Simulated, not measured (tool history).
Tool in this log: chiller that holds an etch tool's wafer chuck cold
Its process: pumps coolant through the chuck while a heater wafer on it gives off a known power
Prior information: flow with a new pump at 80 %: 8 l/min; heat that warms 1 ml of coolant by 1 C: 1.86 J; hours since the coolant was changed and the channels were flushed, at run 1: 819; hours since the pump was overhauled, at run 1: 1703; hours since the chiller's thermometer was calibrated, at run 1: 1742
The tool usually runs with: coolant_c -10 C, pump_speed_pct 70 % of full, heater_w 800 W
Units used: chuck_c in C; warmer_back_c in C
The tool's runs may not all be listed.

run     day  coolant_c  pump_speed_pct  heater_w  hours since the coolant was changed and the channels were flushed  hours since the pump was overhauled  hours since the chiller's thermometer was calibrated  chuck_c  warmer_back_c
  1   0.000        -10              70       800                                                                819                                 1703                                                  1742    -1.43           3.85
  2   0.804        -10              70       800                                                                838                                 1722                                                  1761    -1.68           3.82
  3   1.429        -10              70       800                                                                853                                 1737                                                  1776    -1.59           3.82
  4   2.729        -18              70       800                                                                885                                 1769                                                  1808    -9.67           3.82
  5   3.900        -18              70       800                                                                913                                 1797                                                  1836    -9.58           3.79
  6   5.000        -10              70      1140                                                                939                                 1823                                                  1862     2.12           5.46
  7   5.925        -10              70      1161                                                                961                                 1845                                                  1884     2.28           5.56
  8   6.704        -10              70      1161                                                                980                                 1864                                                  1903     2.30           5.56
  9   7.608        -10              70       800                                                               1002                                 1886                                                  1925    -1.49           3.80
 10   8.433        -10              70       800                                                               1022                                 1906                                                  1944    -1.56           3.82
 11   9.817         -6              70       800                                                               1055                                 1939                                                  1978     2.59           3.86
     10.158  -- coolant pump overhauled
 12  10.862         -6              70       800                                                               1075                                   17                                                  1998     2.60           3.88
 13  11.529        -10              87       800                                                               1091                                   33                                                  2014    -3.01           3.02
 14  12.117        -10              87       800                                                               1105                                   47                                                  2028    -3.04           3.06
 15  12.950        -10              87       800                                                               1125                                   67                                                  2048    -2.84           3.00
 16  13.654        -10              70       800                                                               1142                                   84                                                  2065    -1.61           3.86
 17  14.367         -2              66      1066                                                               1159                                  101                                                  2082    10.11           5.47
 18  15.167         -2              66      1066                                                               1178                                  120                                                  2101    10.06           5.51
 19  16.429         -2              66      1066                                                               1208                                  151                                                  2131    10.08           5.55
 20  17.721         -2              66      1066                                                               1239                                  182                                                  2162    10.12           5.51
     18.029  -- coolant pump overhauled, once more
 21  18.533         -6              71       746                                                               1254                                   12                                                  2177     1.71           3.45
 22  19.496         -7              70       800                                                               1277                                   35                                                  2200     1.31           3.79
 23  20.729         -7              70       800                                                               1307                                   65                                                  2230     1.46           3.72
 24  21.488         -7              82      1114                                                               1325                                   83                                                  2248     3.06           4.35
 25  22.208         -7              82      1114                                                               1342                                  100                                                  2265     3.04           4.36
 26  22.900         -7              82      1114                                                               1359                                  117                                                  2282     3.06           4.36
 27  23.858        -10              76       650                                                               1382                                  140                                                  2305    -3.72           2.76
 28  24.508        -16              76       919                                                               1397                                  155                                                  2320    -7.01           3.93
 29  25.367        -19              70       908                                                               1418                                  176                                                  2341    -9.52           4.25
 30  26.062        -19              70       908                                                               1435                                  193                                                  2358    -9.64           4.26
 31  27.258         -7              84       908                                                               1463                                  221                                                  2386     1.06           3.47

Hidden state at the last listed run before each entry between runs and at the first one after, where it differs:
Logged between run 11 and run 12: coolant pump overhauled (day 10.158)
  heat passed by the chuck's channels, % of clean ones': 97.7 -> 97.6; flow at a given pump speed, % of a new pump's: 97.7 -> 97.2
  measured result minus the result with no hidden state, chuck_c: +0.21 -> +0.24 C; warmer_back_c: +0.09 -> +0.11 C
Logged between run 20 and run 21: coolant pump overhauled, once more (day 18.029)
  flow at a given pump speed, % of a new pump's: 97 -> 100.2
  measured result minus the result with no hidden state, chuck_c: +0.42 -> +0.04 C; warmer_back_c: +0.17 -> -0.01 C
